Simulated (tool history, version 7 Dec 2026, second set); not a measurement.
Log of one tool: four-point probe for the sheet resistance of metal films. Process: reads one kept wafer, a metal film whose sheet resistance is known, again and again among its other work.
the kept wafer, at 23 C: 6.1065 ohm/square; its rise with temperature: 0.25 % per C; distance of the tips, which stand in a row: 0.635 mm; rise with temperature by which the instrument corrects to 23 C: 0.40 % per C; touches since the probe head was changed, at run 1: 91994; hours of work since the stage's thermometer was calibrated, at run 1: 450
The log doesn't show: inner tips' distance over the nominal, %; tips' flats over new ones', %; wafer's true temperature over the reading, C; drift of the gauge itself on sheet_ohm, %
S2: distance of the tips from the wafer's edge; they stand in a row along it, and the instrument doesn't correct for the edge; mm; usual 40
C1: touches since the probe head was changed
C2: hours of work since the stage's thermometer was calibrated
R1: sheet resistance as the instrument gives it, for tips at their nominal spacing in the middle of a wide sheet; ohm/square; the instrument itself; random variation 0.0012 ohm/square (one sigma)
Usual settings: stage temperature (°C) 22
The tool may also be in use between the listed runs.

run 1 hour=0.0 | stage_temperature_(°C)=22 S2=40 | C1=91994 C2=450 | R1=6.146619
run 2 hour=75.4 | stage_temperature_(°C)=22 S2=40 | C1=94622 C2=485 | R1=6.145228
run 3 hour=110.5 | stage_temperature_(°C)=23 S2=40 | C1=95843 C2=502 | R1=6.136759
run 4 hour=158.0 | stage_temperature_(°C)=22 S2=40 | C1=97499 C2=525 | R1=6.146586
run 5 hour=210.0 | stage_temperature_(°C)=25 S2=40 | C1=99310 C2=549 | R1=6.120910
run 6 hour=262.0 | stage_temperature_(°C)=25 S2=40 | C1=101121 C2=574 | R1=6.120249
run 7 hour=325.3 | stage_temperature_(°C)=22 S2=40 | C1=103324 C2=604 | R1=6.148863
run 8 hour=359.9 | stage_temperature_(°C)=18 S2=40 | C1=104531 C2=620 | R1=6.184477
run 9 hour=398.5 | stage_temperature_(°C)=23 S2=40 | C1=105875 C2=639 | R1=6.139104
run 10 hour=440.1 | stage_temperature_(°C)=24 S2=40 | C1=107325 C2=658 | R1=6.129781
run 11 hour=504.7 | stage_temperature_(°C)=24 S2=40 | C1=109575 C2=689 | R1=6.132924
run 12 hour=548.1 | stage_temperature_(°C)=24 S2=40 | C1=111087 C2=710 | R1=6.132233
run 13 hour=595.1 | stage_temperature_(°C)=24 S2=40 | C1=112726 C2=732 | R1=6.130535
run 14 hour=627.8 | stage_temperature_(°C)=24 S2=40 | C1=113865 C2=747 | R1=6.132393
run 15 hour=678.6 | stage_temperature_(°C)=24 S2=40 | C1=115633 C2=771 | R1=6.134317
run 16 hour=709.2 | stage_temperature_(°C)=24 S2=40 | C1=116700 C2=786 | R1=6.132711
run 17 hour=752.2 | stage_temperature_(°C)=24 S2=40 | C1=118197 C2=806 | R1=6.136412
run 18 hour=810.6 | stage_temperature_(°C)=22 S2=40 | C1=120231 C2=834 | R1=6.151478
run 19 hour=882.7 | stage_temperature_(°C)=26 S2=22 | C1=122741 C2=868 | R1=6.121419
run 20 hour=940.4 | stage_temperature_(°C)=26 S2=22 | C1=124753 C2=895 | R1=6.119901
run 21 hour=978.0 | stage_temperature_(°C)=26 S2=22 | C1=126061 C2=913 | R1=6.122127
run 22 hour=1028.8 | stage_temperature_(°C)=26 S2=22 | C1=127830 C2=937 | R1=6.121943
run 23 hour=1092.7 | stage_temperature_(°C)=26 S2=22 | C1=130058 C2=968 | R1=6.121771
run 24 hour=1162.0 | stage_temperature_(°C)=22 S2=33 | C1=132472 C2=1000 | R1=6.153722
run 25 hour=1215.9 | stage_temperature_(°C)=29 S2=5 | C1=134350 C2=1026 | R1=6.149654
run 26 hour=1261.5 | stage_temperature_(°C)=19 S2=8 | C1=135939 C2=1048 | R1=6.202453
run 27 hour=1317.1 | stage_temperature_(°C)=23 S2=8 | C1=137873 C2=1074 | R1=6.169694
run 28 hour=1355.7 | stage_temperature_(°C)=23 S2=8 | C1=139220 C2=1092 | R1=6.169910
run 29 hour=1396.9 | stage_temperature_(°C)=23 S2=8 | C1=140654 C2=1112 | R1=6.171012
run 30 hour=1437.0 | stage_temperature_(°C)=18 S2=63 | C1=142052 C2=1131 | R1=6.195230
run 31 hour=1471.0 | stage_temperature_(°C)=30 S2=73 | C1=143235 C2=1147 | R1=6.091701
run 32 hour=1532.6 | stage_temperature_(°C)=19 S2=39 | C1=145380 C2=1176 | R1=6.183272
run 33 hour=1597.7 | stage_temperature_(°C)=19 S2=39 | C1=147650 C2=1207 | R1=6.186715
run 34 hour=1633.3 | stage_temperature_(°C)=19 S2=39 | C1=148888 C2=1224 | R1=6.186538
run 35 hour=1691.9 | stage_temperature_(°C)=26 S2=57 | C1=150931 C2=1252 | R1=6.125794

Forecast each of these 3 alternatives for the next run:
run A hour=1727.3 | stage_temperature_(°C)=31 S2=40 | C1=152165 C2=1268 | R1=?
run B hour=1727.3 | stage_temperature_(°C)=25 S2=40 | C1=152165 C2=1268 | R1=?
run C hour=1727.3 | stage_temperature_(°C)=26 S2=25 | C1=152165 C2=1268 | R1=?

run=A R1=6.081781
run=B R1=6.136503
run=C R1=6.128082
Without the tool's hidden state the same runs would have given:
run=A R1=6.037197
run=B R1=6.091531
run=C R1=6.083170

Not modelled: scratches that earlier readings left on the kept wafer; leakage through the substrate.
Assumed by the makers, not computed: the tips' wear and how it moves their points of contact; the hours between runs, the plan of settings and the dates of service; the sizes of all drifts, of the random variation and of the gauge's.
